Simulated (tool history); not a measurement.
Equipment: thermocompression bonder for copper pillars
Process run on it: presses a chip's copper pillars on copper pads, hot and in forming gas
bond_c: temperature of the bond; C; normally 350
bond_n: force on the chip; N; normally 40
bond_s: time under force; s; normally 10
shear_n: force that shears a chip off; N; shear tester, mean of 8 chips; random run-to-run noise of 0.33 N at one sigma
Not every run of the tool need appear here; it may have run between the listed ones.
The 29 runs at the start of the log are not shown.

run    hour  bond_c  bond_n  bond_s  shear_n
 30  1295.0     374      31       5     48.2
 31  1347.6     379      40      17     75.3
 32  1371.6     344      44      13     61.8
 33  1416.0     343      44      13     61.0
 34  1474.1     334      44      12     53.9
 35  1526.4     367      44      12     67.2
 36  1550.0     366      53       8     66.8
 37  1574.0     350      24      13     42.3

Consider 4 possible next runs. They are alternatives, not a sequence: every one starts from the tool as it was left by run 37. What does each give?
  A  1606.6     328      38       7        ?
  B  1606.6     363      24      11        ?
  C  1606.6     377      29      10        ?
  D  1606.6     362      28      11        ?

run  shear_n
  A     38.0
  B     44.5
  C     55.0
  D     49.3
Had the tool no hidden state, the same runs would have come out as:
run  shear_n
  A     39.8
  B     46.6
  C     57.9
  D     51.8
